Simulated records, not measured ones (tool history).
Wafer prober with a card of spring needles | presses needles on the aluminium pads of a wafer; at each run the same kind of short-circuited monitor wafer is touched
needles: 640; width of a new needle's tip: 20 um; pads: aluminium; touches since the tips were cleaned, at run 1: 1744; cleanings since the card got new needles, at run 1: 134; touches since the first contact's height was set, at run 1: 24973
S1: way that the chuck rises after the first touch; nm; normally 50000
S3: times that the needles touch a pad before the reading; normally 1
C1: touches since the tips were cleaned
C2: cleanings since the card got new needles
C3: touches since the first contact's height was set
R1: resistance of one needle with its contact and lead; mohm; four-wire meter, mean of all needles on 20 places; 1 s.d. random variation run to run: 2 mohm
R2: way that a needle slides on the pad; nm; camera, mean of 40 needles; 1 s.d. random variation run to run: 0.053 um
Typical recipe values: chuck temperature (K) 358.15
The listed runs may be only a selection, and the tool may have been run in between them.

Run 1, day 0.000: usual settings; C1 1744; C2 134; C3 24973. Result: R1 222 mohm, R2 6590 nm.
At day 0.096: tips cleaned on abrasive film.
At day 0.462: tips cleaned on abrasive film.
At day 0.921: tips cleaned on abrasive film.
At day 1.292: tips cleaned on abrasive film.
At day 1.750: tips cleaned on abrasive film.
At day 2.208: tips cleaned on abrasive film.
At day 2.575: tips cleaned on abrasive film.
Run 2, day 2.896: usual settings but S1 32000 nm; C1 1891; C2 141; C3 41990. Result: R1 235 mohm, R2 4120 nm.
At day 2.992: tips cleaned on abrasive film.
At day 3.358: tips cleaned on abrasive film.
At day 3.725: tips cleaned on abrasive film.
At day 4.096: tips cleaned on abrasive film.
At day 4.554: tips cleaned on abrasive film.
At day 4.921: tips cleaned on abrasive film.
At day 5.292: tips cleaned on abrasive film.
At day 5.658: tips cleaned on abrasive film.
At day 6.025: tips cleaned on abrasive film.
Run 3, day 6.142: usual settings but S1 32000 nm; C1 686; C2 150; C3 61042. Result: R1 233 mohm, R2 4170 nm.
At day 6.421: tips cleaned on abrasive film.
At day 6.879: tips cleaned on abrasive film.
At day 7.338: tips cleaned on abrasive film.
At day 7.796: tips cleaned on abrasive film.
At day 8.167: tips cleaned on abrasive film.
At day 8.533: tips cleaned on abrasive film.
At day 8.992: tips cleaned on abrasive film.
At day 9.450: tips cleaned on abrasive film.
At day 9.908: tips cleaned on abrasive film.
Run 4, day 10.221: usual settings but S1 32000 nm; C1 1843; C2 159; C3 85034. Result: R1 241 mohm, R2 4150 nm.
At day 10.317: tips cleaned on abrasive film.
At day 10.775: tips cleaned on abrasive film.
At day 11.233: tips cleaned on abrasive film.
At day 11.604: tips cleaned on abrasive film.
At day 12.062: tips cleaned on abrasive film.
Run 5, day 12.175: usual settings; C1 668; C2 164; C3 96507. Result: R1 223 mohm, R2 6550 nm.
At day 12.450: tips cleaned on abrasive film.
At day 12.821: tips cleaned on abrasive film.
At day 13.279: tips cleaned on abrasive film.
At day 13.738: tips cleaned on abrasive film.
At day 14.196: tips cleaned on abrasive film.
At day 14.596: tips cleaned on abrasive film.
Run 6, day 14.596: usual settings; C1 0; C2 170; C3 110732. Result: R1 221 mohm, R2 6450 nm.
At day 15.054: tips cleaned on abrasive film.
At day 15.421: tips cleaned on abrasive film.
At day 15.792: tips cleaned on abrasive film.
At day 16.250: tips cleaned on abrasive film.
Run 7, day 16.558: usual settings; C1 1824; C2 174; C3 122278. Result: R1 220 mohm, R2 6560 nm.
At day 16.650: tips cleaned on abrasive film.
At day 17.021: tips cleaned on abrasive film.
At day 17.479: tips cleaned on abrasive film.
At day 17.846: tips cleaned on abrasive film.
At day 18.217: tips cleaned on abrasive film.
At day 18.583: tips cleaned on abrasive film.
At day 19.042: tips cleaned on abrasive film.
At day 19.408: tips cleaned on abrasive film.
At day 19.779: tips cleaned on abrasive film.
Run 8, day 19.942: usual settings; C1 971; C2 183; C3 142155. Result: R1 219 mohm, R2 6460 nm.
At day 20.221: tips cleaned on abrasive film.
At day 20.679: tips cleaned on abrasive film.
At day 21.046: tips cleaned on abrasive film.
At day 21.504: tips cleaned on abrasive film.
At day 21.517: height of the first contact set anew.
At day 21.888: tips cleaned on abrasive film.
At day 22.254: tips cleaned on abrasive film.
At day 22.621: tips cleaned on abrasive film.
At day 23.083: tips cleaned on abrasive film.
At day 23.450: tips cleaned on abrasive film.
At day 23.908: tips cleaned on abrasive film.
Run 9, day 23.958: usual settings; C1 290; C2 193; C3 14335. Result: R1 217 mohm, R2 6490 nm.
At day 24.325: tips cleaned on abrasive film.
At day 24.696: tips cleaned on abrasive film.
At day 25.154: tips cleaned on abrasive film.
At day 25.612: tips cleaned on abrasive film.
At day 25.979: tips cleaned on abrasive film.
At day 26.350: tips cleaned on abrasive film.
At day 26.717: tips cleaned on abrasive film.
At day 27.175: tips cleaned on abrasive film.
At day 27.633: tips cleaned on abrasive film.
Run 10, day 27.662: usual settings; C1 174; C2 202; C3 36116. Result: R1 223 mohm, R2 6610 nm.
At day 28.033: tips cleaned on abrasive film.
At day 28.400: tips cleaned on abrasive film.
At day 28.858: tips cleaned on abrasive film.
At day 29.229: tips cleaned on abrasive film.
At day 29.688: tips cleaned on abrasive film.
At day 30.054: tips cleaned on abrasive film.
At day 30.425: tips cleaned on abrasive film.
At day 30.792: tips cleaned on abrasive film.
At day 31.250: tips cleaned on abrasive film.
Run 11, day 31.392: usual settings; C1 840; C2 211; C3 58023. Result: R1 224 mohm, R2 6500 nm.
At day 31.667: tips cleaned on abrasive film.
At day 32.038: tips cleaned on abrasive film.
At day 32.404: tips cleaned on abrasive film.
At day 32.775: tips cleaned on abrasive film.
Run 12, day 33.071: usual settings but chuck temperature (K) 332.15; C1 1759; C2 215; C3 67885. Result: R1 219 mohm, R2 6440 nm.
At day 33.167: tips cleaned on abrasive film.
At day 33.533: tips cleaned on abrasive film.
At day 33.992: tips cleaned on abrasive film.
At day 34.358: tips cleaned on abrasive film.
At day 34.729: tips cleaned on abrasive film.
Run 13, day 34.896: usual settings but S1 68000 nm, chuck temperature (K) 302.15; C1 991; C2 220; C3 78601. Result: R1 200 mohm, R2 8860 nm.
At day 35.171: tips cleaned on abrasive film.
At day 35.542: tips cleaned on abrasive film.
At day 35.908: tips cleaned on abrasive film.
At day 36.367: tips cleaned on abrasive film.
At day 36.825: tips cleaned on abrasive film.
At day 37.288: tips cleaned on abrasive film.
At day 37.746: tips cleaned on abrasive film.
At day 38.125: tips cleaned on abrasive film.
Run 14, day 38.125: usual settings but S1 46000 nm; C1 0; C2 228; C3 97583. Result: R1 222 mohm, R2 5970 nm.
At day 38.496: tips cleaned on abrasive film.
At day 38.862: tips cleaned on abrasive film.
At day 39.321: tips cleaned on abrasive film.
At day 39.692: tips cleaned on abrasive film.
At day 40.146: tips cleaned on abrasive film.
Run 15, day 40.146: usual settings but S1 46000 nm; C1 0; C2 233; C3 109454. Result: R1 224 mohm, R2 5970 nm.
At day 40.512: tips cleaned on abrasive film.
At day 40.883: tips cleaned on abrasive film.
At day 41.342: tips cleaned on abrasive film.
At day 41.708: tips cleaned on abrasive film.
At day 42.171: tips cleaned on abrasive film.
At day 42.629: tips cleaned on abrasive film.
At day 42.996: tips cleaned on abrasive film.
At day 43.362: tips cleaned on abrasive film.
At day 43.804: tips cleaned on abrasive film.
Run 16, day 43.804: usual settings but S1 60000 nm, chuck temperature (K) 330.15; C1 0; C2 242; C3 130954. Result: R1 211 mohm, R2 7890 nm.
At day 44.175: tips cleaned on abrasive film.
At day 44.542: tips cleaned on abrasive film.
At day 45.000: tips cleaned on abrasive film.
At day 45.458: tips cleaned on abrasive film.
At day 45.829: tips cleaned on abrasive film.
At day 46.196: tips cleaned on abrasive film.
Run 17, day 46.492: usual settings but S1 60000 nm, chuck temperature (K) 330.15; C1 1746; C2 248; C3 146745. Result: R1 212 mohm, R2 7820 nm.
At day 46.583: tips cleaned on abrasive film.
At day 47.046: tips cleaned on abrasive film.
At day 47.329: height of the first contact set anew.
At day 47.425: tips cleaned on abrasive film.
At day 47.883: tips cleaned on abrasive film.
At day 48.342: tips cleaned on abrasive film.
At day 48.712: tips cleaned on abrasive film.
At day 49.096: tips cleaned on abrasive film.
Run 18, day 49.096: usual settings but S1 65000 nm, chuck temperature (K) 309.15, S3 3; C1 0; C2 255; C3 10362. Result: R1 202 mohm, R2 8520 nm.
At day 49.554: tips cleaned on abrasive film.
At day 49.921: tips cleaned on abrasive film.
At day 50.383: tips cleaned on abrasive film.
At day 50.750: tips cleaned on abrasive film.
At day 51.117: tips cleaned on abrasive film.
At day 51.488: tips cleaned on abrasive film.
At day 51.946: tips cleaned on abrasive film.
Run 19, day 52.242: usual settings but S1 68000 nm, chuck temperature (K) 342.15, S3 2; C1 1749; C2 262; C3 28853. Result: R1 207 mohm, R2 8900 nm.

Each row is a separate what-if for the run after 19, all from the same tool condition, not one after another. Results?
At day 52.333: tips cleaned on abrasive film.
At day 52.704: tips cleaned on abrasive film.
At day 53.162: tips cleaned on abrasive film.
At day 53.529: tips cleaned on abrasive film.
At day 53.988: tips cleaned on abrasive film.
At day 54.358: tips cleaned on abrasive film.
At day 54.725: tips cleaned on abrasive film.
At day 55.092: tips cleaned on abrasive film.
At day 55.462: tips cleaned on abrasive film.
At day 55.921: tips cleaned on abrasive film.
Run A, day 55.921: usual settings but S1 36000 nm, chuck temperature (K) 301.15, S3 3; C1 4; C2 272; C3 50464. Result: R1 ?, R2 ?.
At day 52.333: tips cleaned on abrasive film.
At day 52.704: tips cleaned on abrasive film.
At day 53.162: tips cleaned on abrasive film.
At day 53.529: tips cleaned on abrasive film.
At day 53.988: tips cleaned on abrasive film.
At day 54.358: tips cleaned on abrasive film.
At day 54.725: tips cleaned on abrasive film.
At day 55.092: tips cleaned on abrasive film.
At day 55.462: tips cleaned on abrasive film.
At day 55.921: tips cleaned on abrasive film.
Run B, day 55.921: usual settings but S1 47000 nm, chuck temperature (K) 342.15, S3 2; C1 4; C2 272; C3 50464. Result: R1 ?, R2 ?.
At day 52.333: tips cleaned on abrasive film.
At day 52.704: tips cleaned on abrasive film.
At day 53.162: tips cleaned on abrasive film.
At day 53.529: tips cleaned on abrasive film.
At day 53.988: tips cleaned on abrasive film.
At day 54.358: tips cleaned on abrasive film.
At day 54.725: tips cleaned on abrasive film.
At day 55.092: tips cleaned on abrasive film.
At day 55.462: tips cleaned on abrasive film.
At day 55.921: tips cleaned on abrasive film.
Run C, day 55.921: usual settings but S1 68000 nm, chuck temperature (K) 342.15, S3 2; C1 4; C2 272; C3 50464. Result: R1 ?, R2 ?.
At day 52.333: tips cleaned on abrasive film.
At day 52.704: tips cleaned on abrasive film.
At day 53.162: tips cleaned on abrasive film.
At day 53.529: tips cleaned on abrasive film.
At day 53.988: tips cleaned on abrasive film.
At day 54.358: tips cleaned on abrasive film.
At day 54.725: tips cleaned on abrasive film.
At day 55.092: tips cleaned on abrasive film.
At day 55.462: tips cleaned on abrasive film.
At day 55.921: tips cleaned on abrasive film.
Run D, day 55.921: usual settings but S1 68000 nm, chuck temperature (K) 318.15, S3 3; C1 4; C2 272; C3 50464. Result: R1 ?, R2 ?.
At day 52.333: tips cleaned on abrasive film.
At day 52.704: tips cleaned on abrasive film.
At day 53.162: tips cleaned on abrasive film.
At day 53.529: tips cleaned on abrasive film.
At day 53.988: tips cleaned on abrasive film.
At day 54.358: tips cleaned on abrasive film.
At day 54.725: tips cleaned on abrasive film.
At day 55.092: tips cleaned on abrasive film.
At day 55.462: tips cleaned on abrasive film.
At day 55.921: tips cleaned on abrasive film.
Run E, day 55.921: usual settings but S1 68000 nm, chuck temperature (K) 311.15, S3 2; C1 4; C2 272; C3 50464. Result: R1 ?, R2 ?.

run   R1    R2
  A  217  4690
  B  214  6130
  C  209  8950
  D  203  8940
  E  202  8800
With no hidden state in the tool, these same runs would have given:
run   R1    R2
  A  217  4700
  B  214  6130
  C  208  8950
  D  203  8940
  E  202  8810
